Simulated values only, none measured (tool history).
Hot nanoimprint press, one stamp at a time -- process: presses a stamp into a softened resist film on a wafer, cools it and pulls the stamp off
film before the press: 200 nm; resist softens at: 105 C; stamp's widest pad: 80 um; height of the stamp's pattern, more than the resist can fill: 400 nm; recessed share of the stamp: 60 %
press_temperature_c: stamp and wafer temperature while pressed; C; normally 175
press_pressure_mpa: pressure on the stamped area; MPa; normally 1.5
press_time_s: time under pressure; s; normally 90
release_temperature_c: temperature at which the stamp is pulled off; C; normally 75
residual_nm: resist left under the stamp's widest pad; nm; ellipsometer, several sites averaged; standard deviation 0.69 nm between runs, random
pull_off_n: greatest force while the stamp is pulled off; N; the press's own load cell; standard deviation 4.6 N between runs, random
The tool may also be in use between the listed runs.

run	hour	press_temperature_c	press_pressure_mpa	press_time_s	release_temperature_c	residual_nm	pull_off_n
1	0	175	1.5	90	75	80.4	222
2	23.4	165	1.5	90	75	136.4	226
3	45.3	165	1.5	90	75	136.4	226
4	70.1	165	1.5	90	75	136	227
5	86.1	175	1.5	90	71	80.5	232
6	121.1	175	1.5	90	75	79.1	231
7	143	175	1.13	90	75	90.8	225
8	164.7	175	1.13	90	75	90.2	222
# hour 195.6: stamp cleaned and given a new release coat
9	195.6	175	1.5	90	75	80.7	231
10	225.4	175	1.5	90	75	80.6	235
11	258.3	166	1.5	90	75	131	228
12	292.5	166	1.5	90	75	130.5	217
13	325.2	166	1.5	90	75	130.4	215
14	357.8	166	1.5	90	75	129.2	222
15	393.8	166	1.5	90	75	131	216

For run 16, what comes out?
16	411.5	167	1.77	80	76	?	?

residual_nm: 123.5 nm
pull_off_n: 225 N
The same run, on a tool lacking any hidden state, would have yielded residual_nm 123.6 nm, pull_off_n 225 N.

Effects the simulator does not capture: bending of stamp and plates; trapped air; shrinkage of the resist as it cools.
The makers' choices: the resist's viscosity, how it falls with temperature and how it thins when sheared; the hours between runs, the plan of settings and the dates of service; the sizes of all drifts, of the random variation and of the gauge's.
